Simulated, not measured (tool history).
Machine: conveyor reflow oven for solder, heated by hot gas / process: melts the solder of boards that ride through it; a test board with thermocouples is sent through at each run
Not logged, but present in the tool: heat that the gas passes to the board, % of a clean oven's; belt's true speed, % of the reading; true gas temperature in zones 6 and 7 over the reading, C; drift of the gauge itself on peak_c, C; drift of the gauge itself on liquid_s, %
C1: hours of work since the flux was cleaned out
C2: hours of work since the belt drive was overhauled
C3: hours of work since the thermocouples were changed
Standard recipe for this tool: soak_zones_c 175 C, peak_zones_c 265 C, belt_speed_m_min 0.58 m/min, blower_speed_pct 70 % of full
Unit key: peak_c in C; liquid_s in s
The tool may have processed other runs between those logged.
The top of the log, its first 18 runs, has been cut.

Run 19, hour 263.1: usual settings but blower_speed_pct 52 % of full; C1 210; C2 496; C3 180. Result: peak_c 243.1 C, liquid_s 52.2 s.
Run 20, hour 281.8: usual settings but belt_speed_m_min 0.633 m/min, blower_speed_pct 65 % of full; C1 220; C2 506; C3 190. Result: peak_c 245.2 C, liquid_s 49.5 s.
Run 21, hour 293.3: usual settings but belt_speed_m_min 0.633 m/min, blower_speed_pct 65 % of full; C1 227; C2 512; C3 197. Result: peak_c 245 C, liquid_s 50.1 s.
Run 22, hour 302.2: usual settings but peak_zones_c 270 C, belt_speed_m_min 0.627 m/min, blower_speed_pct 65 % of full; C1 231; C2 517; C3 202. Result: peak_c 249.8 C, liquid_s 54 s.
Run 23, hour 314.4: usual settings but soak_zones_c 173 C, peak_zones_c 271 C, belt_speed_m_min 0.465 m/min; C1 238; C2 524; C3 208. Result: peak_c 260.7 C, liquid_s 86.3 s.
Run 24, hour 333: usual settings but soak_zones_c 173 C, peak_zones_c 271 C, belt_speed_m_min 0.465 m/min; C1 248; C2 534; C3 218. Result: peak_c 261.1 C, liquid_s 86.6 s.
Run 25, hour 352: usual settings but soak_zones_c 170 C, peak_zones_c 268 C, belt_speed_m_min 0.48 m/min, blower_speed_pct 86 % of full; C1 259; C2 545; C3 229. Result: peak_c 259.9 C, liquid_s 82.7 s.
Run 26, hour 366: usual settings but soak_zones_c 167 C, belt_speed_m_min 0.507 m/min, blower_speed_pct 63 % of full; C1 266; C2 552; C3 237. Result: peak_c 250.9 C, liquid_s 67.7 s.
Run 27, hour 377.1: usual settings but soak_zones_c 167 C, belt_speed_m_min 0.507 m/min, blower_speed_pct 63 % of full; C1 273; C2 558; C3 243. Result: peak_c 251 C, liquid_s 66.7 s.
Run 28, hour 386.9: usual settings but blower_speed_pct 67 % of full; C1 278; C2 564; C3 248. Result: peak_c 248.8 C, liquid_s 59.1 s.
Run 29, hour 395.2: usual settings but soak_zones_c 167 C, belt_speed_m_min 0.586 m/min, blower_speed_pct 59 % of full; C1 282; C2 568; C3 253. Result: peak_c 243.8 C, liquid_s 49.7 s.
Run 30, hour 411.8: usual settings but soak_zones_c 171 C; C1 292; C2 577; C3 262. Result: peak_c 249 C, liquid_s 58.2 s.

Alternative continuations, all from the tool just after run 30; predict every row:
Run A, hour 426.7: usual settings but soak_zones_c 164 C, belt_speed_m_min 0.695 m/min; C1 300; C2 585; C3 270. Result: peak_c ?, liquid_s ?.
Run B, hour 426.7: usual settings but soak_zones_c 173 C, belt_speed_m_min 0.598 m/min; C1 300; C2 585; C3 270. Result: peak_c ?, liquid_s ?.
Run C, hour 426.7: usual settings but soak_zones_c 171 C, peak_zones_c 271 C, belt_speed_m_min 0.603 m/min, blower_speed_pct 63 % of full; C1 300; C2 585; C3 270. Result: peak_c ?, liquid_s ?.
Run D, hour 426.7: usual settings but soak_zones_c 176 C, belt_speed_m_min 0.499 m/min, blower_speed_pct 66 % of full; C1 300; C2 585; C3 270. Result: peak_c ?, liquid_s ?.

run  peak_c  liquid_s
  A   240.3      37.4
  B   248.5      56.1
  C   249.5      56.2
  D   253.5      75.1
Without the tool's unlogged condition, the same runs would have read:
run  peak_c  liquid_s
  A   239.9      36.9
  B   247.8      55.2
  C   248.8      55.2
  D   252.6      73.7
